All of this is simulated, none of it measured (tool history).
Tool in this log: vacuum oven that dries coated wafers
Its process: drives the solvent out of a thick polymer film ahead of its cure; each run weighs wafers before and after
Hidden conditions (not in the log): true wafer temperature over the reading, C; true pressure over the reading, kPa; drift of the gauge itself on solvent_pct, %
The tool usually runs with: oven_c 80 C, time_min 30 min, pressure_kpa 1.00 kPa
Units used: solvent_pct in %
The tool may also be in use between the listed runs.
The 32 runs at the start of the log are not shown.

run,day,oven_c,time_min,pressure_kpa,hours of work since the thermocouples were calibrated,hours of work since the vacuum gauge was cleaned of residue,solvent_pct
33,97.488,75,16,3.02,58,1347,5.69
34,99.800,75,16,3.02,90,1380,5.66
35,103.321,80,31,0.85,139,1428,1.25
36,105.192,76,17,3.06,165,1454,5.17
37,107.850,76,17,2.20,202,1491,4.82
38,110.871,94,17,2.20,243,1533,0.92
39,112.596,89,17,1.09,267,1557,1.14
40,116.600,65,21,0.75,323,1612,6.72
41,119.354,94,21,0.75,361,1650,0.35
42,121.412,94,21,0.75,389,1679,0.33
43,123.362,83,30,1.00,416,1706,0.94
44,126.104,70,23,2.11,454,1744,5.56
45,128.008,70,53,1.34,481,1770,2.35

4 options for the next run, each taken on its own from the tool as it stands now. Forecast them:
A,130.083,68,53,1.09,509,1799,?
B,130.083,87,44,0.98,509,1799,?
C,130.083,92,30,2.67,509,1799,?
D,130.083,93,53,3.21,509,1799,?

run,solvent_pct
A,2.68
B,0.43
C,0.91
D,1.04
With no hidden state in the tool, these same runs would have given:
run,solvent_pct
A,2.66
B,0.43
C,0.90
D,1.03

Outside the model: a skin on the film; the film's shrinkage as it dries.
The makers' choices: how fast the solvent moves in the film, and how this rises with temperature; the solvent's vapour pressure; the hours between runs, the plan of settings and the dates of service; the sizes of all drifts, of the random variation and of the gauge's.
